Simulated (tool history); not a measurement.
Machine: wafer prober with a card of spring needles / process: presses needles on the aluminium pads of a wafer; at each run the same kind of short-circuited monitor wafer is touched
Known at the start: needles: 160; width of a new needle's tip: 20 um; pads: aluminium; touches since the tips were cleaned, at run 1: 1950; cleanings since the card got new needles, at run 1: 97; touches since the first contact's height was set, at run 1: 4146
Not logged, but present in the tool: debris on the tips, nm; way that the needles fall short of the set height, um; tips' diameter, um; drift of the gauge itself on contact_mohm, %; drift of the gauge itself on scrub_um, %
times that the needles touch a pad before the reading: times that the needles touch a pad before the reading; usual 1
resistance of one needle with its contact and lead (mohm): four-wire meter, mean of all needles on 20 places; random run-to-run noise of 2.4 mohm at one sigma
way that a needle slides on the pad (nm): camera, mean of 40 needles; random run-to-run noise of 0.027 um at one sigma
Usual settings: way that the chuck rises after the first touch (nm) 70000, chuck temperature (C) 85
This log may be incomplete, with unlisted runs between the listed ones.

run     day  way that the chuck rises after the first touch (nm)  chuck temperature (C)  times that the needles touch a pad before the reading  touches since the tips were cleaned  cleanings since the card got new needles  touches since the first contact's height was set  resistance of one needle with its contact and lead (mohm)  way that a needle slides on the pad (nm)
  1       0                                                70000                     85                                                      1                                 1950                                        97                                              4146                                                        369                                     10080
      0.042  -- tips cleaned on abrasive film
      0.188  -- tips cleaned on abrasive film
      0.367  -- tips cleaned on abrasive film
       0.55  -- tips cleaned on abrasive film
  2   0.621                                                70000                     85                                                      1                                 1097                                       101                                             13478                                                        339                                     10070
      0.729  -- tips cleaned on abrasive film
      0.912  -- tips cleaned on abrasive film
      1.058  -- tips cleaned on abrasive film
      1.238  -- tips cleaned on abrasive film
      1.383  -- tips cleaned on abrasive film
      1.529  -- tips cleaned on abrasive film
  3   1.558                                                70000                     85                                                      1                                  466                                       107                                             27668                                                        307                                     10000
      1.704  -- tips cleaned on abrasive film
       1.85  -- tips cleaned on abrasive film
      1.996  -- tips cleaned on abrasive film
      2.142  -- tips cleaned on abrasive film
      2.288  -- tips cleaned on abrasive film
      2.471  -- tips cleaned on abrasive film
  4   2.488                                                70000                     85                                                      1                                  258                                       113                                             41651                                                        295                                      9870
      2.633  -- tips cleaned on abrasive film
      2.779  -- tips cleaned on abrasive film
      2.925  -- tips cleaned on abrasive film
      3.104  -- tips cleaned on abrasive film
  5   3.142                                                70000                     85                                                      1                                  557                                       117                                             51541                                                        312                                      9820
      3.288  -- tips cleaned on abrasive film
      3.467  -- tips cleaned on abrasive film
       3.65  -- tips cleaned on abrasive film
  6   3.788                                                70000                     85                                                      2                                 2164                                       120                                             61368                                                        341                                      9840
      3.829  -- tips cleaned on abrasive film
      3.975  -- tips cleaned on abrasive film
      4.121  -- tips cleaned on abrasive film
        4.3  -- tips cleaned on abrasive film
      4.446  -- tips cleaned on abrasive film
  7   4.567                                                70000                     85                                                      1                                 1857                                       125                                             73106                                                        367                                      9760
      4.604  -- tips cleaned on abrasive film
      4.788  -- tips cleaned on abrasive film
      4.942  -- height of the first contact set anew
      4.979  -- tips cleaned on abrasive film
      5.162  -- tips cleaned on abrasive film
      5.342  -- tips cleaned on abrasive film
      5.488  -- tips cleaned on abrasive film
  8   5.538                                                58000                     85                                                      1                                  757                                       131                                              8992                                                        351                                      8340
       5.65  -- tips cleaned on abrasive film
      5.829  -- tips cleaned on abrasive film
      6.012  -- tips cleaned on abrasive film
      6.192  -- tips cleaned on abrasive film
  9   6.325                                                70000                     85                                                      1                                 2042                                       135                                             20915                                                        360                                     10010
      6.362  -- tips cleaned on abrasive film
      6.546  -- tips cleaned on abrasive film
      6.725  -- tips cleaned on abrasive film
      6.908  -- tips cleaned on abrasive film
      7.088  -- tips cleaned on abrasive film
 10   7.088                                                70000                     85                                                      1                                   12                                       140                                             32456                                                        285                                      9940
      7.238  -- tips cleaned on abrasive film
      7.417  -- tips cleaned on abrasive film
      7.562  -- tips cleaned on abrasive film
 11   7.658                                                70000                     85                                                      1                                 1471                                       143                                             41080                                                        359                                      9950
      7.733  -- tips cleaned on abrasive film
      7.912  -- tips cleaned on abrasive film
      8.096  -- tips cleaned on abrasive film
      8.242  -- tips cleaned on abrasive film
      8.388  -- tips cleaned on abrasive film
 12   8.508                                                70000                     85                                                      1                                 1849                                       148                                             53909                                                        376                                      9890
      8.546  -- tips cleaned on abrasive film
      8.692  -- tips cleaned on abrasive film
      8.838  -- tips cleaned on abrasive film
      8.983  -- tips cleaned on abrasive film
      9.129  -- tips cleaned on abrasive film
      9.312  -- tips cleaned on abrasive film
 13   9.421                                                76000                     97                                                      2                                 1730                                       154                                             67715                                                        328                                     10680
      9.462  -- tips cleaned on abrasive film
      9.608  -- tips cleaned on abrasive film
      9.754  -- tips cleaned on abrasive film
      9.933  -- tips cleaned on abrasive film
     10.117  -- tips cleaned on abrasive film
     10.129  -- height of the first contact set anew
     10.275  -- tips cleaned on abrasive film
 14  10.321                                                76000                     41                                                      2                                  713                                       160                                              2909                                                        290                                     11000
     10.429  -- tips cleaned on abrasive film
     10.575  -- tips cleaned on abrasive film
     10.721  -- tips cleaned on abrasive film
     10.867  -- tips cleaned on abrasive film
     11.012  -- tips cleaned on abrasive film
     11.196  -- tips cleaned on abrasive film
 15  11.283                                                55000                     84                                                      2                                 1364                                       166                                             17446                                                        361                                      7850
     11.358  -- tips cleaned on abrasive film
     11.504  -- tips cleaned on abrasive film
     11.688  -- tips cleaned on abrasive film
     11.833  -- tips cleaned on abrasive film
     11.979  -- tips cleaned on abrasive film
      12.15  -- tips cleaned on abrasive film
 16   12.15                                                79000                     64                                                      2                                    0                                       172                                             30492                                                        275                                     11280
     12.333  -- tips cleaned on abrasive film
     12.512  -- tips cleaned on abrasive film
     12.696  -- tips cleaned on abrasive film
     12.842  -- tips cleaned on abrasive film
 17  12.967                                                80000                     61                                                      1                                 1967                                       176                                             42888                                                        358                                     11380
     13.008  -- tips cleaned on abrasive film
     13.154  -- tips cleaned on abrasive film
     13.333  -- tips cleaned on abrasive film
     13.479  -- tips cleaned on abrasive film
     13.625  -- tips cleaned on abrasive film
     13.771  -- tips cleaned on abrasive film
     13.917  -- tips cleaned on abrasive film
 18  13.958                                                51000                     30                                                      1                                  650                                       183                                             57811                                                        362                                      7060
     14.071  -- tips cleaned on abrasive film
      14.25  -- tips cleaned on abrasive film
     14.433  -- tips cleaned on abrasive film
     14.579  -- tips cleaned on abrasive film
     14.758  -- tips cleaned on abrasive film
 19    14.8                                                54000                     85                                                      3                                  645                                       188                                             70532                                                        312                                      7450
     14.912  -- tips cleaned on abrasive film
     15.058  -- tips cleaned on abrasive film
     15.238  -- tips cleaned on abrasive film
     15.321  -- height of the first contact set anew
     15.396  -- tips cleaned on abrasive film
 20  15.512                                                54000                     48                                                      1                                 1779                                       192                                              2877                                                        452                                      7790
      15.55  -- tips cleaned on abrasive film
     15.696  -- tips cleaned on abrasive film
     15.879  -- tips cleaned on abrasive film
     16.025  -- tips cleaned on abrasive film
     16.204  -- tips cleaned on abrasive film
 21  16.304                                                54000                     76                                                      2                                 1548                                       197                                             14855                                                        384                                      7750
     16.379  -- tips cleaned on abrasive film
     16.525  -- tips cleaned on abrasive film
     16.671  -- tips cleaned on abrasive film
     16.833  -- tips cleaned on abrasive film
 22  16.833                                                67000                     76                                                      2                                    0                                       201                                             22786                                                        283                                      9600
     17.012  -- tips cleaned on abrasive film
     17.196  -- tips cleaned on abrasive film
     17.375  -- tips cleaned on abrasive film
 23  17.483                                                58000                     31                                                      1                                 1620                                       204                                             32640                                                        421                                      8210
     17.558  -- tips cleaned on abrasive film
     17.738  -- tips cleaned on abrasive film
     17.921  -- tips cleaned on abrasive film
     18.067  -- tips cleaned on abrasive film
     18.212  -- tips cleaned on abrasive film
 24  18.308                                                58000                     30                                                      1                                 1542                                       209                                             45161                                                        404                                      8180

Selected run-to-run steps in resistance of one needle with its contact and lead (mohm), each split into two signed amounts: the part the tool would show with no hidden state at all (from settings, incoming material and random variation), and the remainder, which goes to the hidden state together with any gauge scatter not common to the measured and the hidden-state-free results:
Run 19 -> 20: chuck temperature (C) 85 -> 48, times that the needles touch a pad before the reading 3 -> 1, tips cleaned on abrasive film, tips cleaned on abrasive film, tips cleaned on abrasive film, height of the first contact set anew, tips cleaned on abrasive film. resistance of one needle with its contact and lead (mohm) +140: hidden state +150, all else -10.
Run 22 -> 23: way that the chuck rises after the first touch (nm) 67000 -> 58000, chuck temperature (C) 76 -> 31, times that the needles touch a pad before the reading 2 -> 1, tips cleaned on abrasive film, tips cleaned on abrasive film, tips cleaned on abrasive film. resistance of one needle with its contact and lead (mohm) +138: hidden state +153, all else -15.
